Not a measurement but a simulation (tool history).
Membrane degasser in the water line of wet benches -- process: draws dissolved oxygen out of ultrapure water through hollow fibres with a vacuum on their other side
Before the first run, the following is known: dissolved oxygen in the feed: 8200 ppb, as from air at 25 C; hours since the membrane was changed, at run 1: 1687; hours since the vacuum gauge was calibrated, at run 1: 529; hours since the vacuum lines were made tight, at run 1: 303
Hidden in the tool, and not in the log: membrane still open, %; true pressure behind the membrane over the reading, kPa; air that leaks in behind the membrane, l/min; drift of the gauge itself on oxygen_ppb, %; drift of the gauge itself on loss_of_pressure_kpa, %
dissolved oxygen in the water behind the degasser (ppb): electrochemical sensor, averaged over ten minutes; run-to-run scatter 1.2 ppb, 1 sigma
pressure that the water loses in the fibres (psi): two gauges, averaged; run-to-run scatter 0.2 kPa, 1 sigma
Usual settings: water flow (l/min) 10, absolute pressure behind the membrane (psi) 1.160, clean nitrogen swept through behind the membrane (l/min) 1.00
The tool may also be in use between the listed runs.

run,day,water flow (l/min),absolute pressure behind the membrane (psi),clean nitrogen swept through behind the membrane (l/min),hours since the membrane was changed,hours since the vacuum gauge was calibrated,hours since the vacuum lines were made tight,dissolved oxygen in the water behind the degasser (ppb),pressure that the water loses in the fibres (psi)
1,0.000,10,1.160,1.00,1687,529,303,113.5,6.712
2,1.746,10,1.160,1.00,1729,571,345,114.5,6.747
3,2.679,10,1.160,1.00,1752,594,367,115.5,6.717
4,3.625,10,1.268,1.00,1774,616,390,131.3,6.740
5,5.300,10,1.160,1.00,1815,657,430,114.5,6.722
6,6.879,10,1.160,1.00,1852,695,468,115.2,6.672
7,8.308,10,1.160,1.00,1887,729,502,114.1,6.765
8,9.996,10,1.160,1.00,1927,769,543,114.2,6.734
9,11.042,10,1.160,1.00,1952,794,568,113.9,6.770
10,12.067,10,1.160,2.64,1977,819,593,47.5,6.727
11,13.871,7,1.160,2.64,2020,862,636,32.3,4.756
12,14.946,7,1.160,2.64,2046,888,662,31.9,4.714
13,15.938,6,1.569,1.83,2070,912,686,62.7,4.039
14,17.025,10,1.257,2.17,2096,938,712,64.2,6.776
15,18.138,7,1.722,0.61,2123,965,738,230.7,4.778
16,19.383,14,1.160,1.00,2153,995,768,158.8,9.516
17,20.762,9,0.979,1.03,2186,1028,801,75.8,6.102
18,21.829,11,1.961,0.41,2211,1053,827,548.7,7.442
19,23.104,12,1.961,0.41,2242,1084,858,606.0,8.096

3 options for the next run, each taken on its own from the tool as it stands now. Forecast them:
A,24.058,7,2.287,0.69,2265,1107,880,?,?
B,24.058,12,1.079,0.89,2265,1107,880,?,?
C,24.058,12,2.080,0.56,2265,1107,880,?,?

run,dissolved oxygen in the water behind the degasser (ppb),pressure that the water loses in the fibres (psi)
A,292.0,4.727
B,133.7,8.079
C,496.0,8.084
Had the tool no hidden state, the same runs would have come out as:
run,dissolved oxygen in the water behind the degasser (ppb),pressure that the water loses in the fibres (psi)
A,291.9,4.669
B,133.6,7.980
C,495.9,7.984

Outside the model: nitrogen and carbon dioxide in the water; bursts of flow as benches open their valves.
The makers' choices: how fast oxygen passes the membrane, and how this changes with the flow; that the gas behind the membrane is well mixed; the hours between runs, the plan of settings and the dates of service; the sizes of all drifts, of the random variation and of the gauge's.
